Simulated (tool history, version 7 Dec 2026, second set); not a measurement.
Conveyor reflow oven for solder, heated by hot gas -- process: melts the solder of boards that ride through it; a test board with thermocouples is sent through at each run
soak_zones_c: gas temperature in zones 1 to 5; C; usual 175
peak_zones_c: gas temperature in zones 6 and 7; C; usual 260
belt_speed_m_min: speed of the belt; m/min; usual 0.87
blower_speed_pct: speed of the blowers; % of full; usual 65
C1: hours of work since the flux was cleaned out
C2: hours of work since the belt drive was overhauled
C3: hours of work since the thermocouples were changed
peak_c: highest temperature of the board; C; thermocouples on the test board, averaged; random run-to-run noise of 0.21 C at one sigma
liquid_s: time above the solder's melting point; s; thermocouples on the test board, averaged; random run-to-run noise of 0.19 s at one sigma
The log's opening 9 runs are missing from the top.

{"run": 10, "hour": 273.4, "soak_zones_c": 175, "peak_zones_c": 260, "belt_speed_m_min": 0.87, "blower_speed_pct": 52, "C1": 291, "C2": 1084, "C3": 291, "peak_c": 237.5, "liquid_s": 30.4}
{"run": 11, "hour": 291.9, "soak_zones_c": 175, "peak_zones_c": 260, "belt_speed_m_min": 0.87, "blower_speed_pct": 52, "C1": 302, "C2": 1096, "C3": 302, "peak_c": 237.2, "liquid_s": 30.2}
{"run": 12, "hour": 317.3, "soak_zones_c": 175, "peak_zones_c": 260, "belt_speed_m_min": 0.87, "blower_speed_pct": 52, "C1": 319, "C2": 1112, "C3": 319, "peak_c": 237.3, "liquid_s": 30.2}
{"run": 13, "hour": 335.9, "soak_zones_c": 175, "peak_zones_c": 269, "belt_speed_m_min": 0.87, "blower_speed_pct": 52, "C1": 330, "C2": 1124, "C3": 330, "peak_c": 244.2, "liquid_s": 35.8}
{"run": 14, "hour": 354.6, "soak_zones_c": 175, "peak_zones_c": 269, "belt_speed_m_min": 0.87, "blower_speed_pct": 72, "C1": 342, "C2": 1136, "C3": 342, "peak_c": 250.1, "liquid_s": 40.9}
{"run": 15, "hour": 395.7, "soak_zones_c": 175, "peak_zones_c": 269, "belt_speed_m_min": 0.807, "blower_speed_pct": 72, "C1": 369, "C2": 1162, "C3": 369, "peak_c": 252.5, "liquid_s": 45.8}
{"run": 16, "hour": 423.5, "soak_zones_c": 175, "peak_zones_c": 269, "belt_speed_m_min": 0.807, "blower_speed_pct": 72, "C1": 386, "C2": 1180, "C3": 386, "peak_c": 252.2, "liquid_s": 45.4}
{"run": 17, "hour": 449.7, "soak_zones_c": 189, "peak_zones_c": 251, "belt_speed_m_min": 0.87, "blower_speed_pct": 52, "C1": 403, "C2": 1197, "C3": 403, "peak_c": 232.6, "liquid_s": 29.6}
{"run": 18, "hour": 475.0, "soak_zones_c": 174, "peak_zones_c": 249, "belt_speed_m_min": 0.726, "blower_speed_pct": 78, "C1": 419, "C2": 1213, "C3": 419, "peak_c": 237.7, "liquid_s": 41}
{"hour": 499.1, "done": "flux residue cleaned out of gas plates and filters"}
{"run": 19, "hour": 520.8, "soak_zones_c": 164, "peak_zones_c": 254, "belt_speed_m_min": 0.87, "blower_speed_pct": 65, "C1": 14, "C2": 1239, "C3": 445, "peak_c": 235.3, "liquid_s": 27.9}
{"run": 20, "hour": 558.6, "soak_zones_c": 180, "peak_zones_c": 260, "belt_speed_m_min": 0.847, "blower_speed_pct": 89, "C1": 38, "C2": 1263, "C3": 469, "peak_c": 249.1, "liquid_s": 44.6}
{"run": 21, "hour": 580.0, "soak_zones_c": 165, "peak_zones_c": 260, "belt_speed_m_min": 0.847, "blower_speed_pct": 89, "C1": 52, "C2": 1277, "C3": 483, "peak_c": 246.5, "liquid_s": 39.3}
{"run": 22, "hour": 623.4, "soak_zones_c": 165, "peak_zones_c": 260, "belt_speed_m_min": 0.847, "blower_speed_pct": 89, "C1": 79, "C2": 1304, "C3": 511, "peak_c": 246.2, "liquid_s": 39.1}
{"run": 23, "hour": 656.9, "soak_zones_c": 165, "peak_zones_c": 260, "belt_speed_m_min": 0.847, "blower_speed_pct": 89, "C1": 101, "C2": 1326, "C3": 532, "peak_c": 246.2, "liquid_s": 38.5}
{"run": 24, "hour": 697.8, "soak_zones_c": 175, "peak_zones_c": 274, "belt_speed_m_min": 0.87, "blower_speed_pct": 65, "C1": 127, "C2": 1352, "C3": 558, "peak_c": 254, "liquid_s": 42.9}
{"run": 25, "hour": 740.7, "soak_zones_c": 176, "peak_zones_c": 260, "belt_speed_m_min": 0.748, "blower_speed_pct": 65, "C1": 154, "C2": 1379, "C3": 586, "peak_c": 245.9, "liquid_s": 46.5}
{"run": 26, "hour": 771.0, "soak_zones_c": 181, "peak_zones_c": 260, "belt_speed_m_min": 0.844, "blower_speed_pct": 65, "C1": 174, "C2": 1398, "C3": 605, "peak_c": 243.7, "liquid_s": 40}
{"run": 27, "hour": 801.7, "soak_zones_c": 165, "peak_zones_c": 251, "belt_speed_m_min": 0.916, "blower_speed_pct": 65, "C1": 193, "C2": 1418, "C3": 625, "peak_c": 229.7, "liquid_s": 20.4}
{"run": 28, "hour": 823.9, "soak_zones_c": 165, "peak_zones_c": 251, "belt_speed_m_min": 0.916, "blower_speed_pct": 65, "C1": 207, "C2": 1432, "C3": 639, "peak_c": 229.5, "liquid_s": 20.1}
{"run": 29, "hour": 857.9, "soak_zones_c": 165, "peak_zones_c": 251, "belt_speed_m_min": 0.785, "blower_speed_pct": 64, "C1": 229, "C2": 1454, "C3": 661, "peak_c": 234.1, "liquid_s": 30.4}
{"hour": 895.9, "done": "belt drive overhauled, speed set with a stopwatch"}
{"run": 30, "hour": 902.8, "soak_zones_c": 165, "peak_zones_c": 251, "belt_speed_m_min": 0.785, "blower_speed_pct": 51, "C1": 255, "C2": 4, "C3": 687, "peak_c": 229.6, "liquid_s": 21.8}
{"run": 31, "hour": 928.5, "soak_zones_c": 165, "peak_zones_c": 251, "belt_speed_m_min": 0.785, "blower_speed_pct": 51, "C1": 272, "C2": 21, "C3": 703, "peak_c": 229.1, "liquid_s": 21.6}
{"run": 32, "hour": 961.9, "soak_zones_c": 187, "peak_zones_c": 260, "belt_speed_m_min": 0.87, "blower_speed_pct": 75, "C1": 293, "C2": 42, "C3": 724, "peak_c": 244, "liquid_s": 40.2}

What if the next run were any one of these 3? Each begins from the tool's condition after run 32:
{"run": "A", "hour": 983.1, "soak_zones_c": 175, "peak_zones_c": 260, "belt_speed_m_min": 1.003, "blower_speed_pct": 65, "C1": 307, "C2": 56, "C3": 738, "peak_c": "?", "liquid_s": "?"}
{"run": "B", "hour": 983.1, "soak_zones_c": 162, "peak_zones_c": 260, "belt_speed_m_min": 0.87, "blower_speed_pct": 60, "C1": 307, "C2": 56, "C3": 738, "peak_c": "?", "liquid_s": "?"}
{"run": "C", "hour": 983.1, "soak_zones_c": 175, "peak_zones_c": 267, "belt_speed_m_min": 0.881, "blower_speed_pct": 65, "C1": 307, "C2": 56, "C3": 738, "peak_c": "?", "liquid_s": "?"}

run=A peak_c=233.5 liquid_s=22.1
run=B peak_c=234.3 liquid_s=24.5
run=C peak_c=244.2 liquid_s=34.8
Stripped of hidden state, with their random variation kept, the same runs would have yielded:
run=A peak_c=238.6 liquid_s=27
run=B peak_c=239.2 liquid_s=29.4
run=C peak_c=249 liquid_s=38.5
